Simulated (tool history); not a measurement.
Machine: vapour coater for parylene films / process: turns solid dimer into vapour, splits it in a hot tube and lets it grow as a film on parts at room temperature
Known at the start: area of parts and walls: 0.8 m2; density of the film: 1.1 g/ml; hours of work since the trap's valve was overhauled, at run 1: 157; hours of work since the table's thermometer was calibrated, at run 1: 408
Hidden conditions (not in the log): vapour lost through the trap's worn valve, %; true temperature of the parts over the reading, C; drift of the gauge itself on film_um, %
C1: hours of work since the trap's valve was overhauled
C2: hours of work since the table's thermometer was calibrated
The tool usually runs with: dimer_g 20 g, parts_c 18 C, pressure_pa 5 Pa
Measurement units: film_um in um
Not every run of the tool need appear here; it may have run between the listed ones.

run 1 hour=0 | dimer_g=20 parts_c=18 pressure_pa=5 | C1=157 C2=408 | film_um=10.51
run 2 hour=21.8 | dimer_g=20 parts_c=18 pressure_pa=5 | C1=172 C2=423 | film_um=10.41
run 3 hour=44 | dimer_g=20 parts_c=18 pressure_pa=2.73 | C1=187 C2=438 | film_um=10.65
run 4 hour=56.6 | dimer_g=20 parts_c=16 pressure_pa=5 | C1=196 C2=447 | film_um=10.74
-- hour=72.5 trap's valve overhauled
run 5 hour=79 | dimer_g=20 parts_c=16 pressure_pa=5 | C1=4 C2=460 | film_um=11.77
run 6 hour=102.1 | dimer_g=20 parts_c=18 pressure_pa=5 | C1=20 C2=476 | film_um=11.24
run 7 hour=124.1 | dimer_g=13 parts_c=18 pressure_pa=5 | C1=36 C2=491 | film_um=7.17
run 8 hour=148.4 | dimer_g=13 parts_c=18 pressure_pa=4.24 | C1=53 C2=508 | film_um=7.26
run 9 hour=175.8 | dimer_g=20 parts_c=20 pressure_pa=5 | C1=72 C2=527 | film_um=10.51
run 10 hour=190.9 | dimer_g=20 parts_c=20 pressure_pa=5 | C1=82 C2=538 | film_um=10.47
run 11 hour=214.1 | dimer_g=20 parts_c=20 pressure_pa=5 | C1=98 C2=554 | film_um=10.37
run 12 hour=241.1 | dimer_g=20 parts_c=20 pressure_pa=5 | C1=117 C2=573 | film_um=10.13
run 13 hour=269.2 | dimer_g=20 parts_c=20 pressure_pa=5 | C1=136 C2=592 | film_um=10.16
run 14 hour=293.5 | dimer_g=20 parts_c=20 pressure_pa=5 | C1=153 C2=609 | film_um=10.03
run 15 hour=311.1 | dimer_g=20 parts_c=20 pressure_pa=5 | C1=166 C2=621 | film_um=9.94
run 16 hour=325.9 | dimer_g=18 parts_c=10 pressure_pa=7.03 | C1=176 C2=631 | film_um=10.65
run 17 hour=341.2 | dimer_g=18 parts_c=10 pressure_pa=7.03 | C1=186 C2=642 | film_um=10.88
run 18 hour=361.3 | dimer_g=9 parts_c=14 pressure_pa=3.8 | C1=200 C2=656 | film_um=5.19
-- hour=371 trap's valve overhauled
run 19 hour=387.1 | dimer_g=9 parts_c=14 pressure_pa=3.8 | C1=11 C2=671 | film_um=5.67
run 20 hour=402.3 | dimer_g=33 parts_c=16 pressure_pa=2.43 | C1=22 C2=682 | film_um=20.27
run 21 hour=427.4 | dimer_g=19 parts_c=14 pressure_pa=3.18 | C1=39 C2=699 | film_um=11.74
run 22 hour=452.1 | dimer_g=20 parts_c=20 pressure_pa=3.03 | C1=56 C2=716 | film_um=10.82
run 23 hour=469.9 | dimer_g=20 parts_c=20 pressure_pa=3.03 | C1=69 C2=728 | film_um=10.66
run 24 hour=496.2 | dimer_g=20 parts_c=20 pressure_pa=3.03 | C1=87 C2=747 | film_um=10.85
run 25 hour=521.2 | dimer_g=20 parts_c=18 pressure_pa=4.07 | C1=104 C2=764 | film_um=10.63
run 26 hour=548.2 | dimer_g=14 parts_c=30 pressure_pa=9.55 | C1=123 C2=783 | film_um=5.39

Across each entry between runs, compare the hidden state at the last listed run before it with the hidden state at the first listed run after it:
Logged between run 4 and run 5: trap's valve overhauled (hour 72.5)
  vapour lost through the trap's worn valve, %: 9.7 -> 0.2; true temperature of the parts over the reading, C: 0.31 -> 0.32
  measured less the result without the state, film_um: -1.25 -> -0.12 um
Logged between run 18 and run 19: trap's valve overhauled (hour 371)
  vapour lost through the trap's worn valve, %: 9.1 -> 0.6; true temperature of the parts over the reading, C: 0.53 -> 0.55
  measured less the result without the state, film_um: -0.59 -> -0.1 um
